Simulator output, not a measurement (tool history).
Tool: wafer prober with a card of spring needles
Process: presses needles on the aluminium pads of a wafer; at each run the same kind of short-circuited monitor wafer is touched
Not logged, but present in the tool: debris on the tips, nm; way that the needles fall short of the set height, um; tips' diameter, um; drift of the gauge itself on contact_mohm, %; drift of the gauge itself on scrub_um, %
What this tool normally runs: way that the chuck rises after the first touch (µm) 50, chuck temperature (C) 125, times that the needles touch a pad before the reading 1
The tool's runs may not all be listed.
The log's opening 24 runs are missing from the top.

run,hour,way that the chuck rises after the first touch (µm),chuck temperature (C),times that the needles touch a pad before the reading,touches since the tips were cleaned,cleanings since the card got new needles,touches since the first contact's height was set,resistance of one needle with its contact and lead (mohm),way that a needle slides on the pad (µm)
# hour 315.9: tips cleaned on abrasive film
25,323.0,32,27,1,3722,70,110183,173,4.09
# hour 324.4: tips cleaned on abrasive film
# hour 333.0: tips cleaned on abrasive film
26,333.0,40,107,3,0,72,115341,184,5.08
# hour 342.3: tips cleaned on abrasive film
27,347.6,50,47,1,2802,73,123017,164,6.43
# hour 350.3: tips cleaned on abrasive film
# hour 358.5: tips cleaned on abrasive film
28,365.7,50,47,1,3753,75,132431,164,6.37
# hour 367.1: tips cleaned on abrasive film
# hour 375.9: tips cleaned on abrasive film
29,378.0,50,47,1,1110,77,138817,162,6.44
# hour 383.9: tips cleaned on abrasive film
30,387.8,46,39,1,2029,78,143932,164,5.84
# hour 391.9: tips cleaned on abrasive film
# hour 400.6: tips cleaned on abrasive film
31,403.0,62,60,1,1247,80,151840,161,7.95
# hour 408.7: tips cleaned on abrasive film
# hour 417.2: tips cleaned on abrasive film
32,418.2,62,60,1,488,82,159749,162,7.98

What if the next run were any one of these 3? Each begins from the tool's condition after run 32:
# hour 425.4: tips cleaned on abrasive film
A,430.3,48,60,1,2599,83,166104,?,?
# hour 425.4: tips cleaned on abrasive film
B,430.3,67,64,1,2599,83,166104,?,?
# hour 425.4: tips cleaned on abrasive film
C,430.3,46,60,1,2599,83,166104,?,?

run,resistance of one needle with its contact and lead (mohm),way that a needle slides on the pad (µm)
A,169,6.20
B,161,8.57
C,169,5.97
Without the tool's hidden state the same runs would have given:
run,resistance of one needle with its contact and lead (mohm),way that a needle slides on the pad (µm)
A,169,6.20
B,161,8.58
C,169,5.97
